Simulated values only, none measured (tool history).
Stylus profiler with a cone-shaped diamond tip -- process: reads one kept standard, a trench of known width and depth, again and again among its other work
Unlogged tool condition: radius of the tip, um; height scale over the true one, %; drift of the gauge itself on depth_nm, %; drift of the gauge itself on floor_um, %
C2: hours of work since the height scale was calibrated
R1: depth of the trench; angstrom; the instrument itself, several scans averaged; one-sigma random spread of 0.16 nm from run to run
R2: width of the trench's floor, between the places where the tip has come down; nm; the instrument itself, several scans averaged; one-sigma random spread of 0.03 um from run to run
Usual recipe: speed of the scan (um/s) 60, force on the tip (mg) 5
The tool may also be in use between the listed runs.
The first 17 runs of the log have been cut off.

Run 18, hour 302.8: usual settings but force on the tip (mg) 14.9; scans with this tip 6620; C2 730. Result: R1 10466.9 angstrom, R2 15330 nm.
Run 19, hour 328.2: usual settings but force on the tip (mg) 14.9; scans with this tip 6745; C2 744. Result: R1 10467.8 angstrom, R2 15230 nm.
Run 20, hour 350.7: usual settings but speed of the scan (um/s) 72, force on the tip (mg) 11.59; scans with this tip 6856; C2 756. Result: R1 10397.4 angstrom, R2 15270 nm.
Run 21, hour 366.6: usual settings but speed of the scan (um/s) 78, force on the tip (mg) 8.05; scans with this tip 6935; C2 765. Result: R1 10313.2 angstrom, R2 15240 nm.
Run 22, hour 392: usual settings but speed of the scan (um/s) 61, force on the tip (mg) 2.25; scans with this tip 7060; C2 779. Result: R1 10137.7 angstrom, R2 15060 nm.
Run 23, hour 415.8: usual settings but speed of the scan (um/s) 61, force on the tip (mg) 9.51; scans with this tip 7178; C2 792. Result: R1 10348.2 angstrom, R2 15200 nm.
Run 24, hour 441.9: usual settings but speed of the scan (um/s) 65, force on the tip (mg) 2.56; scans with this tip 7306; C2 806. Result: R1 10153.4 angstrom, R2 15080 nm.
Run 25, hour 461.9: usual settings but speed of the scan (um/s) 57, force on the tip (mg) 4.93; scans with this tip 7405; C2 817. Result: R1 10227.8 angstrom, R2 15190 nm.
Run 26, hour 479.9: usual settings but speed of the scan (um/s) 22, force on the tip (mg) 14.43; scans with this tip 7494; C2 827. Result: R1 10458.8 angstrom, R2 15320 nm.
Run 27, hour 499.1: usual settings but speed of the scan (um/s) 69, force on the tip (mg) 14.43; scans with this tip 7588; C2 837. Result: R1 10458.1 angstrom, R2 15210 nm.
Run 28, hour 513: usual settings but force on the tip (mg) 6.13; scans with this tip 7657; C2 845. Result: R1 10263.2 angstrom, R2 15170 nm.
Run 29, hour 532.5: usual settings but force on the tip (mg) 6.13; scans with this tip 7753; C2 855. Result: R1 10264.7 angstrom, R2 15160 nm.
Run 30, hour 555.9: usual settings but force on the tip (mg) 6.13; scans with this tip 7868; C2 868. Result: R1 10264.8 angstrom, R2 15190 nm.
Run 31, hour 566.6: usual settings but force on the tip (mg) 6.13; scans with this tip 7921; C2 874. Result: R1 10266.1 angstrom, R2 15110 nm.
At hour 574.4: height scale calibrated on a step standard.
Run 32, hour 587.2: usual settings but force on the tip (mg) 6.13; scans with this tip 8020; C2 7. Result: R1 10249 angstrom, R2 15080 nm.
Run 33, hour 612.2: usual settings but speed of the scan (um/s) 182, force on the tip (mg) 2.11; scans with this tip 8144; C2 21. Result: R1 10122.6 angstrom, R2 14420 nm.
Run 34, hour 623.9: usual settings but speed of the scan (um/s) 40, force on the tip (mg) 1.68; scans with this tip 8201; C2 27. Result: R1 10101.1 angstrom, R2 15060 nm.

Here are 3 independent what-if runs from the current tool condition. What would each one return?
Run A, hour 641.9: usual settings but speed of the scan (um/s) 82, force on the tip (mg) 14.02; scans with this tip 8290; C2 37. Result: R1 ?, R2 ?.
Run B, hour 641.9: usual settings but speed of the scan (um/s) 47, force on the tip (mg) 4.09; scans with this tip 8290; C2 37. Result: R1 ?, R2 ?.
Run C, hour 641.9: usual settings but speed of the scan (um/s) 119, force on the tip (mg) 8.67; scans with this tip 8290; C2 37. Result: R1 ?, R2 ?.

run       R1     R2
  A  10435.2  15130
  B  10189.4  15100
  C  10315.7  15020
Without the tool's unlogged condition, the same runs would have read:
run       R1     R2
  A  10437.2  15840
  B  10191.3  15820
  C  10317.7  15730
